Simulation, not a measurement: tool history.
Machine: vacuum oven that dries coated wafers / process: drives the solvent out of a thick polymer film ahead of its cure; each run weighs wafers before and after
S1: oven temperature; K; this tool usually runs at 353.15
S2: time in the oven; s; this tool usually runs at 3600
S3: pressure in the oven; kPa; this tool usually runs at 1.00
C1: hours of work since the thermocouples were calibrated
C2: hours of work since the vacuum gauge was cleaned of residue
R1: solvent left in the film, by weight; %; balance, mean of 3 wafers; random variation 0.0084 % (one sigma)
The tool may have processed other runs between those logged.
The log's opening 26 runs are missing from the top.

run	hour	S1	S2	S3	C1	C2	R1
27	837.1	353.15	4380	1.77	964	833	1.067
28	857.3	353.15	4380	1.77	979	849	1.062
29	898.4	353.15	4380	1.77	1011	880	1.054
30	917.7	351.15	4800	2.29	1025	894	1.230
31	954.9	350.15	5220	3.00	1053	923	1.416
32	987.9	362.15	5220	1.45	1078	948	0.334
33	1021.5	362.15	5220	1.45	1104	973	0.332
34	1049.8	353.15	3000	0.87	1125	994	1.887

Below are 4 alternative next runs, each starting from the tool's condition after run 34. Predict each:
A	1084.3	353.15	3600	1.07	1151	1021	?
B	1084.3	357.15	3000	0.87	1151	1021	?
C	1084.3	353.15	3000	1.71	1151	1021	?
D	1084.3	341.15	3000	0.87	1151	1021	?

run	R1
A	1.332
B	1.304
C	2.113
D	4.463
Take away the tool's hidden state, keep each run's random variation, and the runs would have read:
run	R1
A	1.335
B	1.307
C	2.117
D	4.469
